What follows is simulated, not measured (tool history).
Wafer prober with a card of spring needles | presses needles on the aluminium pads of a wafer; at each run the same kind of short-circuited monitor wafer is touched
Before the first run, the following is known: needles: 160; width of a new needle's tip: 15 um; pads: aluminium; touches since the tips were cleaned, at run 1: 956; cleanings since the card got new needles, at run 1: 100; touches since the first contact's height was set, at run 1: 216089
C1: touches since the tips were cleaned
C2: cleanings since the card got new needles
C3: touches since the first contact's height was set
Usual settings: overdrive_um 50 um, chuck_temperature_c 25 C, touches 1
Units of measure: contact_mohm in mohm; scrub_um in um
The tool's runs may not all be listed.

Run 1, hour 0: usual settings; C1 956; C2 100; C3 216089. Result: contact_mohm 303 mohm, scrub_um 8.82 um.
At hour 4.2: tips cleaned on abrasive film.
At hour 14.5: tips cleaned on abrasive film.
At hour 22.7: tips cleaned on abrasive film.
At hour 33: tips cleaned on abrasive film.
At hour 43.3: tips cleaned on abrasive film.
Run 2, hour 50.8: usual settings; C1 1689; C2 105; C3 227538. Result: contact_mohm 359 mohm, scrub_um 8.9 um.
At hour 52.9: tips cleaned on abrasive film.
At hour 63.2: tips cleaned on abrasive film.
At hour 71.4: tips cleaned on abrasive film.
At hour 79.9: height of the first contact set anew.
At hour 82: tips cleaned on abrasive film.
Run 3, hour 87.3: usual settings; C1 1203; C2 109; C3 1668. Result: contact_mohm 295 mohm, scrub_um 10.15 um.
At hour 91.5: tips cleaned on abrasive film.
At hour 101.8: tips cleaned on abrasive film.
At hour 112.1: tips cleaned on abrasive film.
At hour 122.4: tips cleaned on abrasive film.
At hour 130.6: tips cleaned on abrasive film.
At hour 138.9: tips cleaned on abrasive film.
Run 4, hour 143.1: usual settings; C1 946; C2 115; C3 14229. Result: contact_mohm 269 mohm, scrub_um 10.11 um.
At hour 147.3: tips cleaned on abrasive film.
At hour 157.6: tips cleaned on abrasive film.
At hour 167.9: tips cleaned on abrasive film.
At hour 178.2: tips cleaned on abrasive film.
At hour 186.5: tips cleaned on abrasive film.
Run 5, hour 193.4: usual settings but chuck_temperature_c 45 C; C1 1579; C2 120; C3 25587. Result: contact_mohm 320 mohm, scrub_um 9.84 um.
At hour 195.5: tips cleaned on abrasive film.
At hour 205.8: tips cleaned on abrasive film.
At hour 216.1: tips cleaned on abrasive film.
At hour 224.4: tips cleaned on abrasive film.
At hour 232.6: tips cleaned on abrasive film.
At hour 241.9: tips cleaned on abrasive film.
Run 6, hour 241.9: usual settings but chuck_temperature_c 45 C; C1 0; C2 126; C3 36500. Result: contact_mohm 190 mohm, scrub_um 9.91 um.
At hour 250.2: tips cleaned on abrasive film.
At hour 260.5: tips cleaned on abrasive film.
At hour 268.7: tips cleaned on abrasive film.
Run 7, hour 269.7: usual settings but chuck_temperature_c 45 C; C1 224; C2 129; C3 42764. Result: contact_mohm 216 mohm, scrub_um 9.91 um.
At hour 278: tips cleaned on abrasive film.
At hour 286.2: tips cleaned on abrasive film.
At hour 294.5: tips cleaned on abrasive film.
At hour 304.8: tips cleaned on abrasive film.
Run 8, hour 310.5: usual settings but chuck_temperature_c 45 C; C1 1303; C2 133; C3 51966. Result: contact_mohm 314 mohm, scrub_um 9.84 um.
At hour 314.7: tips cleaned on abrasive film.
At hour 325: tips cleaned on abrasive film.
At hour 335.3: tips cleaned on abrasive film.
At hour 343.5: tips cleaned on abrasive film.
At hour 353.8: tips cleaned on abrasive film.
Run 9, hour 356.7: usual settings but chuck_temperature_c 45 C; C1 665; C2 138; C3 62388. Result: contact_mohm 267 mohm, scrub_um 9.72 um.
At hour 362.9: tips cleaned on abrasive film.
At hour 371.2: tips cleaned on abrasive film.
At hour 381.5: tips cleaned on abrasive film.
At hour 389.8: tips cleaned on abrasive film.
Run 10, hour 393.5: usual settings; C1 846; C2 142; C3 70669. Result: contact_mohm 286 mohm, scrub_um 9.63 um.
At hour 399.7: tips cleaned on abrasive film.
At hour 407.9: tips cleaned on abrasive film.
At hour 418.2: tips cleaned on abrasive film.
At hour 426.5: tips cleaned on abrasive film.
Run 11, hour 429.5: usual settings; C1 683; C2 146; C3 78787. Result: contact_mohm 269 mohm, scrub_um 9.7 um.
At hour 435.7: tips cleaned on abrasive film.
At hour 444: tips cleaned on abrasive film.
At hour 454.3: tips cleaned on abrasive film.
At hour 463: tips cleaned on abrasive film.
Run 12, hour 463: usual settings; C1 0; C2 150; C3 86323. Result: contact_mohm 187 mohm, scrub_um 9.71 um.
At hour 473.3: tips cleaned on abrasive film.
At hour 483.6: tips cleaned on abrasive film.
At hour 493.2: tips cleaned on abrasive film.
Run 13, hour 493.2: usual settings; C1 0; C2 153; C3 93141. Result: contact_mohm 186 mohm, scrub_um 9.65 um.
At hour 501.5: tips cleaned on abrasive film.
At hour 511.8: tips cleaned on abrasive film.
At hour 520: tips cleaned on abrasive film.
Run 14, hour 523.7: usual settings but chuck_temperature_c 81 C; C1 838; C2 156; C3 100020. Result: contact_mohm 304 mohm, scrub_um 9.46 um.
At hour 529.9: tips cleaned on abrasive film.
At hour 540.2: tips cleaned on abrasive film.
At hour 550.5: tips cleaned on abrasive film.
At hour 558.8: tips cleaned on abrasive film.
At hour 569.1: tips cleaned on abrasive film.
At hour 577.3: tips cleaned on abrasive film.
Run 15, hour 580.3: usual settings but chuck_temperature_c 81 C; C1 670; C2 162; C3 112770. Result: contact_mohm 282 mohm, scrub_um 9.52 um.
At hour 586.5: tips cleaned on abrasive film.
At hour 596.8: tips cleaned on abrasive film.
Run 16, hour 603.9: usual settings but touches 2; C1 1624; C2 164; C3 118111. Result: contact_mohm 275 mohm, scrub_um 9.47 um.
At hour 606: tips cleaned on abrasive film.
At hour 616.3: tips cleaned on abrasive film.
At hour 626.6: tips cleaned on abrasive film.
Run 17, hour 632.6: usual settings but overdrive_um 54 um, chuck_temperature_c 56 C, touches 3; C1 1359; C2 167; C3 124580. Result: contact_mohm 227 mohm, scrub_um 10.24 um.
At hour 636.8: tips cleaned on abrasive film.
At hour 645: tips cleaned on abrasive film.
At hour 655.3: tips cleaned on abrasive film.
At hour 665.6: tips cleaned on abrasive film.
At hour 675.3: tips cleaned on abrasive film.
Run 18, hour 675.3: usual settings but overdrive_um 36 um, chuck_temperature_c 45 C; C1 0; C2 172; C3 134186. Result: contact_mohm 224 mohm, scrub_um 6.53 um.
At hour 685.5: tips cleaned on abrasive film.
At hour 693.8: tips cleaned on abrasive film.
At hour 704.1: tips cleaned on abrasive film.
Run 19, hour 712.1: usual settings but overdrive_um 67 um, chuck_temperature_c 27 C; C1 1834; C2 175; C3 142523. Result: contact_mohm 285 mohm, scrub_um 12.87 um.
At hour 714.3: tips cleaned on abrasive film.
At hour 724.6: tips cleaned on abrasive film.
At hour 732.8: tips cleaned on abrasive film.
At hour 743.1: tips cleaned on abrasive film.
At hour 753.4: tips cleaned on abrasive film.
Run 20, hour 755.8: usual settings but overdrive_um 62 um, chuck_temperature_c 44 C; C1 549; C2 180; C3 152365. Result: contact_mohm 224 mohm, scrub_um 11.83 um.
At hour 762: tips cleaned on abrasive film.
At hour 770.3: tips cleaned on abrasive film.
At hour 778.6: tips cleaned on abrasive film.
At hour 788.9: tips cleaned on abrasive film.
At hour 797.1: tips cleaned on abrasive film.
Run 21, hour 804: usual settings but overdrive_um 48 um, chuck_temperature_c 102 C, touches 2; C1 1560; C2 185; C3 163214. Result: contact_mohm 309 mohm, scrub_um 8.67 um.
At hour 806.1: tips cleaned on abrasive film.
At hour 814.4: tips cleaned on abrasive film.
At hour 824.7: tips cleaned on abrasive film.
At hour 835: tips cleaned on abrasive film.
Run 22, hour 843.1: usual settings but overdrive_um 48 um, touches 2; C1 1847; C2 189; C3 172032. Result: contact_mohm 310 mohm, scrub_um 8.53 um.
At hour 845.2: tips cleaned on abrasive film.
At hour 855.5: tips cleaned on abrasive film.
At hour 865.8: tips cleaned on abrasive film.
Run 23, hour 870.8: usual settings but overdrive_um 48 um, touches 2; C1 1141; C2 192; C3 178285. Result: contact_mohm 284 mohm, scrub_um 8.69 um.
At hour 875: tips cleaned on abrasive film.
At hour 885.3: tips cleaned on abrasive film.
At hour 893.5: tips cleaned on abrasive film.
At hour 901.8: tips cleaned on abrasive film.
Run 24, hour 904.5: usual settings but overdrive_um 51 um, chuck_temperature_c 90 C; C1 622; C2 196; C3 185876. Result: contact_mohm 290 mohm, scrub_um 9.37 um.
At hour 910.7: tips cleaned on abrasive film.
At hour 921: tips cleaned on abrasive film.
At hour 931.3: tips cleaned on abrasive film.
Run 25, hour 935.6: usual settings but overdrive_um 39 um, chuck_temperature_c 28 C; C1 963; C2 199; C3 192879. Result: contact_mohm 440 mohm, scrub_um 6.78 um.
At hour 939.7: tips cleaned on abrasive film.
At hour 948: tips cleaned on abrasive film.
At hour 958.3: tips cleaned on abrasive film.
Run 26, hour 959.7: usual settings but overdrive_um 37 um, chuck_temperature_c 27 C, touches 2; C1 316; C2 202; C3 198305. Result: contact_mohm 266 mohm, scrub_um 6.29 um.

Each row is a separate what-if for the run after 26, all from the same tool condition, not one after another. Results?
At hour 967.9: tips cleaned on abrasive film.
At hour 976.2: tips cleaned on abrasive film.
At hour 986.5: tips cleaned on abrasive film.
Run A, hour 992: usual settings but overdrive_um 31 um, chuck_temperature_c 58 C; C1 1262; C2 205; C3 205607. Result: contact_mohm ?, scrub_um ?.
At hour 967.9: tips cleaned on abrasive film.
At hour 976.2: tips cleaned on abrasive film.
At hour 986.5: tips cleaned on abrasive film.
Run B, hour 992: usual settings but overdrive_um 37 um, chuck_temperature_c 94 C, touches 2; C1 1262; C2 205; C3 205607. Result: contact_mohm ?, scrub_um ?.
At hour 967.9: tips cleaned on abrasive film.
At hour 976.2: tips cleaned on abrasive film.
At hour 986.5: tips cleaned on abrasive film.
Run C, hour 992: usual settings but overdrive_um 48 um, chuck_temperature_c 27 C, touches 2; C1 1262; C2 205; C3 205607. Result: contact_mohm ?, scrub_um ?.
At hour 967.9: tips cleaned on abrasive film.
At hour 976.2: tips cleaned on abrasive film.
At hour 986.5: tips cleaned on abrasive film.
Run D, hour 992: usual settings but overdrive_um 34 um, chuck_temperature_c 41 C; C1 1262; C2 205; C3 205607. Result: contact_mohm ?, scrub_um ?.

run  contact_mohm  scrub_um
  A           682      5.13
  B           379      6.38
  C           296      8.56
  D           596      5.84
What these runs would have given with no unlogged condition in the tool:
run  contact_mohm  scrub_um
  A           186       6.3
  B           188      7.54
  C           173      9.71
  D           182         7
